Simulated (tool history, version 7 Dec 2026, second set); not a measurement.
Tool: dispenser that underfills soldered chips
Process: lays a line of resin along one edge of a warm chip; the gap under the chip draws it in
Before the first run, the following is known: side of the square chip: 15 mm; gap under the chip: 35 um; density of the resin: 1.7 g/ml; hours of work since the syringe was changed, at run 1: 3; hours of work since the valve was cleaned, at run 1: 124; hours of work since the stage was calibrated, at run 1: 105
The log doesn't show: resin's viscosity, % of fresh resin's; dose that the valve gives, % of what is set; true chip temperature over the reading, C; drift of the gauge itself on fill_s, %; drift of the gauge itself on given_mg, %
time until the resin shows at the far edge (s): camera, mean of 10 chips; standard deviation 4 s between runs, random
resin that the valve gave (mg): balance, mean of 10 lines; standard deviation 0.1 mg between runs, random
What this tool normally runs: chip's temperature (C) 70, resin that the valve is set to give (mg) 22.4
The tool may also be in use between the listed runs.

run	hour	chip's temperature (C)	resin that the valve is set to give (mg)	hours of work since the syringe was changed	hours of work since the valve was cleaned	hours of work since the stage was calibrated	time until the resin shows at the far edge (s)	resin that the valve gave (mg)
1	0	70	22.4	3	124	105	538.2	20.11
2	3.2	64	22.4	6	127	107	755.9	20.26
# hour 6.1: dispensing valve cleaned and set on the balance
3	8.4	74	22.4	9	2	110	701.3	22.37
# hour 11.2: new syringe of resin
4	13.8	74	22.4	2	5	114	405.6	22.47
5	19.5	70	22.4	6	10	118	630.8	22.27
6	22.4	70	22.4	8	12	121	742.6	22.09
# hour 25.5: new syringe of resin
7	26.3	70	22.4	1	15	123	402.9	22.13
8	29.8	70	20.4	3	17	126	508.4	20.17
9	36.9	70	20.4	9	23	131	754.4	20.08
# hour 39.9: new syringe of resin
10	41.5	70	20.4	1	26	134	432	19.95
11	46.9	70	20.4	5	30	138	593.1	20.01
12	53.6	70	22.4	10	35	143	850.7	21.81
# hour 54.5: new syringe of resin
13	59.4	70	22.4	4	39	148	525	21.74
14	65.5	62	27.5	8	43	152	925.1	26.6
# hour 69.3: new syringe of resin
15	69.8	57	21.1	0	46	155	599.1	20.47
16	76	57	21.1	5	51	160	860.9	20.23
17	82.4	55	26.9	10	56	164	1274.7	25.66
# hour 83.7: new syringe of resin
18	88	57	22.3	3	60	168	757.4	21.26
19	93.1	56	26	7	64	172	1047.2	24.89
# hour 98: new syringe of resin
20	99	56	21.4	1	68	176	674.9	20.61
21	105.4	73	23.8	6	73	181	541.4	22.58
22	108.4	55	26.7	8	75	184	1140.6	25.24
# hour 112.6: new syringe of resin
23	115.8	55	26.7	2	80	189	766	25.05
24	122.5	82	27.3	7	85	194	472.9	25.51
# hour 127: new syringe of resin
25	129.4	82	27.3	2	90	199	303.7	25.49
26	135.7	82	27.3	6	95	203	431.2	25.67

Consider 4 possible next runs. They are alternatives, not a sequence: every one starts from the tool as it was left by run 26. What does each give?
# hour 141.5: new syringe of resin
A	142.5	61	27.3	1	100	208	?	?
# hour 141.5: new syringe of resin
B	142.5	58	20.9	1	100	208	?	?
# hour 141.5: new syringe of resin
C	142.5	79	27.3	1	100	208	?	?
# hour 141.5: new syringe of resin
D	142.5	82	27.3	1	100	208	?	?

run	time until the resin shows at the far edge (s)	resin that the valve gave (mg)
A	554.6	25.54
B	614.2	19.25
C	312.6	25.3
D	289.6	25.44
Had the tool no hidden state, the same runs would have come out as:
run	time until the resin shows at the far edge (s)	resin that the valve gave (mg)
A	523.7	27.58
B	574.7	20.79
C	294.5	27.33
D	272.7	27.47

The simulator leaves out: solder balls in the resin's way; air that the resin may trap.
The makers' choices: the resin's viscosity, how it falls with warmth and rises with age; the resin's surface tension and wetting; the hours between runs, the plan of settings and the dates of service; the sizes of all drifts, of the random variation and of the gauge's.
